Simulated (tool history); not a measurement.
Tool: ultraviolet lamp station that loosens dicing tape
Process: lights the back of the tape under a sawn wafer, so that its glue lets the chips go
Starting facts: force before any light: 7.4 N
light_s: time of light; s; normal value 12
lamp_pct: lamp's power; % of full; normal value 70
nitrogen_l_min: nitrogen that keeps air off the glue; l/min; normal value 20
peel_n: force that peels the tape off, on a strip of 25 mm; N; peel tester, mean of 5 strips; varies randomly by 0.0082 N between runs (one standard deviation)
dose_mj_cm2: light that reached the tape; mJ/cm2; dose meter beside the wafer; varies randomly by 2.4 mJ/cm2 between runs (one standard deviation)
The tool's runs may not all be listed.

run,hour,light_s,lamp_pct,nitrogen_l_min,peel_n,dose_mj_cm2
1,0.0,12,70,20,0.409,237
2,11.9,12,66,20,0.489,218
3,26.8,12,66,20,0.495,216
4,37.7,12,70,20,0.434,230
5,51.4,20,70,20,0.149,377
6,60.3,12,69,20,0.438,222
7,71.5,12,70,20,0.429,227
8,85.2,12,70,20,0.429,227
9,97.9,12,70,20,0.440,223
10,112.8,12,70,20,0.454,224
11,125.3,12,70,12,0.636,222
12,132.8,12,70,12,0.625,222
13,139.9,12,70,15,0.544,223
14,150.4,12,70,20,0.444,220
15,165.0,12,70,20,0.454,222
16,176.4,12,70,20,0.454,218
17,190.8,12,70,20,0.440,221
18,201.6,12,70,20,0.461,222
19,213.8,12,70,20,0.470,218
20,225.4,12,68,20,0.506,214
21,235.1,12,68,20,0.516,209
22,244.9,12,70,7,0.941,218
23,257.2,17,89,21,0.142,390
24,270.0,17,89,21,0.143,388
25,281.1,19,89,21,0.118,431
# hour 282.9: window cleaned of glue's vapour
26,288.0,8,89,21,0.703,179
27,295.6,8,89,21,0.721,176
28,302.7,12,60,10,1.089,181
29,309.3,12,87,20,0.290,261
# hour 318.3: window cleaned of glue's vapour, once more
30,323.5,9,81,7,1.095,195
31,338.2,12,71,20,0.427,229
32,351.5,15,66,8,0.581,265
33,360.7,15,66,8,0.587,267
34,367.5,12,70,18,0.479,228
35,373.8,12,70,18,0.468,227
36,385.5,13,70,32,0.283,242
37,398.0,12,70,20,0.446,221
38,411.2,15,81,20,0.201,321
39,425.8,8,70,9,1.586,145
40,439.2,8,70,9,1.548,145
41,448.9,8,70,9,1.648,148
42,458.3,8,70,9,1.639,146
43,466.8,12,68,15,0.610,216

Below are 3 alternative next runs, each starting from the tool's condition after run 43. Predict each:
A,473.1,12,71,8,?,?
B,473.1,12,68,17,?,?
C,473.1,12,68,12,?,?

run,peel_n,dose_mj_cm2
A,0.835,222
B,0.557,213
C,0.678,211
What these runs would have given with no unlogged condition in the tool:
run,peel_n,dose_mj_cm2
A,0.602,259
B,0.387,248
C,0.480,247
